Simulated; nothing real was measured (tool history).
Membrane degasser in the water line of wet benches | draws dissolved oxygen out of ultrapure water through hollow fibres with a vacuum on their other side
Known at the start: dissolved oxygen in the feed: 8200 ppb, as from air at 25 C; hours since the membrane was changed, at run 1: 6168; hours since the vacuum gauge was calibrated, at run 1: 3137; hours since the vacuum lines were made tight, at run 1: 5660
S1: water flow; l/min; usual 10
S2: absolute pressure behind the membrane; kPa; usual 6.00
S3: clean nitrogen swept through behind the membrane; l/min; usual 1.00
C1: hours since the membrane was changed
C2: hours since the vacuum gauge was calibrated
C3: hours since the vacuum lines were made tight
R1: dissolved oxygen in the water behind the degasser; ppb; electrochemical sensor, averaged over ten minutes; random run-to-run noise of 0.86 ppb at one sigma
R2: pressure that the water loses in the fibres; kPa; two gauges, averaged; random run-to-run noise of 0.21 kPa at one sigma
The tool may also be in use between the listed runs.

run 1 hour=0.0 | S1=10 S2=6.00 S3=1.00 | C1=6168 C2=3137 C3=5660 | R1=88.8 R2=52.59
run 2 hour=278.6 | S1=10 S2=6.00 S3=1.00 | C1=6447 C2=3415 C3=5938 | R1=89.6 R2=52.47
run 3 hour=449.7 | S1=10 S2=6.00 S3=0.41 | C1=6618 C2=3587 C3=6109 | R1=174.8 R2=52.62
run 4 hour=720.5 | S1=10 S2=6.00 S3=0.46 | C1=6888 C2=3857 C3=6380 | R1=160.5 R2=52.71
run 5 hour=957.5 | S1=10 S2=6.00 S3=1.00 | C1=7125 C2=4094 C3=6617 | R1=91.0 R2=52.56
run 6 hour=1301.1 | S1=10 S2=6.00 S3=1.00 | C1=7469 C2=4438 C3=6961 | R1=90.8 R2=52.86
run 7 hour=1466.5 | S1=10 S2=6.00 S3=1.00 | C1=7634 C2=4603 C3=7126 | R1=91.0 R2=52.85
run 8 hour=1690.7 | S1=10 S2=6.00 S3=1.00 | C1=7859 C2=4828 C3=7350 | R1=92.4 R2=53.03
run 9 hour=1969.6 | S1=10 S2=6.00 S3=1.00 | C1=8138 C2=5106 C3=7629 | R1=92.9 R2=53.29
run 10 hour=2211.7 | S1=10 S2=6.00 S3=1.00 | C1=8380 C2=5348 C3=7871 | R1=94.2 R2=53.06
run 11 hour=2511.7 | S1=10 S2=6.00 S3=1.00 | C1=8680 C2=5648 C3=8171 | R1=94.7 R2=53.41
-- hour=2534.0 vacuum gauge calibrated
run 12 hour=2705.1 | S1=10 S2=6.00 S3=1.00 | C1=8873 C2=171 C3=8364 | R1=96.8 R2=53.36
run 13 hour=2892.5 | S1=10 S2=6.00 S3=1.00 | C1=9060 C2=359 C3=8552 | R1=95.6 R2=52.96
run 14 hour=3238.9 | S1=10 S2=6.00 S3=1.00 | C1=9406 C2=705 C3=8898 | R1=96.6 R2=53.06
-- hour=3459.5 vacuum gauge calibrated, once more
run 15 hour=3495.4 | S1=10 S2=6.00 S3=1.00 | C1=9662 C2=36 C3=9154 | R1=92.3 R2=53.73
run 16 hour=3710.5 | S1=10 S2=6.00 S3=1.00 | C1=9877 C2=251 C3=9369 | R1=90.4 R2=53.69
-- hour=3885.5 seals of the vacuum lines changed
run 17 hour=4055.2 | S1=10 S2=6.00 S3=1.00 | C1=10220 C2=594 C3=170 | R1=88.9 R2=53.86
run 18 hour=4323.0 | S1=6 S2=7.72 S3=0.99 | C1=10488 C2=862 C3=438 | R1=74.7 R2=32.47
run 19 hour=4486.5 | S1=6 S2=7.72 S3=0.99 | C1=10652 C2=1025 C3=601 | R1=76.6 R2=32.53
run 20 hour=4759.7 | S1=9 S2=6.06 S3=1.00 | C1=10925 C2=1298 C3=874 | R1=82.2 R2=48.71
run 21 hour=5104.6 | S1=14 S2=12.07 S3=1.00 | C1=11270 C2=1643 C3=1219 | R1=320.0 R2=75.81
run 22 hour=5401.7 | S1=12 S2=4.83 S3=1.00 | C1=11567 C2=1940 C3=1516 | R1=80.0 R2=65.11
run 23 hour=5556.2 | S1=10 S2=6.00 S3=0.43 | C1=11721 C2=2095 C3=1671 | R1=168.4 R2=54.03
run 24 hour=5727.5 | S1=10 S2=6.00 S3=0.43 | C1=11892 C2=2266 C3=1842 | R1=172.0 R2=54.35
run 25 hour=5947.4 | S1=10 S2=6.00 S3=0.43 | C1=12112 C2=2486 C3=2062 | R1=171.0 R2=54.59
run 26 hour=6125.8 | S1=7 S2=6.00 S3=1.12 | C1=12291 C2=2664 C3=2240 | R1=56.4 R2=38.34
run 27 hour=6297.3 | S1=7 S2=6.13 S3=0.65 | C1=12462 C2=2836 C3=2412 | R1=91.0 R2=37.71
run 28 hour=6580.8 | S1=7 S2=6.13 S3=0.65 | C1=12746 C2=3119 C3=2695 | R1=90.8 R2=38.33
run 29 hour=6947.0 | S1=7 S2=6.13 S3=0.65 | C1=13112 C2=3485 C3=3061 | R1=92.9 R2=38.27
run 30 hour=7097.2 | S1=12 S2=3.68 S3=0.65 | C1=13262 C2=3636 C3=3212 | R1=60.6 R2=65.75
run 31 hour=7258.8 | S1=12 S2=3.68 S3=0.65 | C1=13424 C2=3797 C3=3373 | R1=61.4 R2=65.76
run 32 hour=7527.6 | S1=6 S2=7.80 S3=1.35 | C1=13693 C2=4066 C3=3642 | R1=64.2 R2=32.93
run 33 hour=7727.6 | S1=6 S2=7.80 S3=1.35 | C1=13893 C2=4266 C3=3842 | R1=64.2 R2=33.13

The same runs without the tool's hidden state, with the same run-to-run variation:
Hidden conditions of the tool in this case: membrane still open, %; true pressure behind the membrane over the reading, kPa; air that leaks in behind the membrane, l/min; drift of the gauge itself on oxygen_ppb, %; drift of the gauge itself on loss_of_pressure_kpa, %.
run=1 R1=79.9 R2=50.58
run=2 R1=80.1 R2=50.37
run=3 R1=161.2 R2=50.46
run=4 R1=146.5 R2=50.46
run=5 R1=80.1 R2=50.23
run=6 R1=79.2 R2=50.41
run=7 R1=79.1 R2=50.35
run=8 R1=79.9 R2=50.44
run=9 R1=79.9 R2=50.58
run=10 R1=80.6 R2=50.28
run=11 R1=80.5 R2=50.50
run=12 R1=80.9 R2=50.40
run=13 R1=79.6 R2=49.93
run=14 R1=79.7 R2=49.90
run=15 R1=81.0 R2=50.48
run=16 R1=78.9 R2=50.36
run=17 R1=80.4 R2=50.43
run=18 R1=70.4 R2=30.34
run=19 R1=71.9 R2=30.35
run=20 R1=73.3 R2=45.38
run=21 R1=302.9 R2=70.47
run=22 R1=65.7 R2=60.40
run=23 R1=153.7 R2=50.06
run=24 R1=156.4 R2=50.30
run=25 R1=154.8 R2=50.47
run=26 R1=48.4 R2=35.41
run=27 R1=80.8 R2=34.74
run=28 R1=80.0 R2=35.28
run=29 R1=81.2 R2=35.12
run=30 R1=39.9 R2=60.26
run=31 R1=40.2 R2=60.20
run=32 R1=55.3 R2=30.07
run=33 R1=55.1 R2=30.24

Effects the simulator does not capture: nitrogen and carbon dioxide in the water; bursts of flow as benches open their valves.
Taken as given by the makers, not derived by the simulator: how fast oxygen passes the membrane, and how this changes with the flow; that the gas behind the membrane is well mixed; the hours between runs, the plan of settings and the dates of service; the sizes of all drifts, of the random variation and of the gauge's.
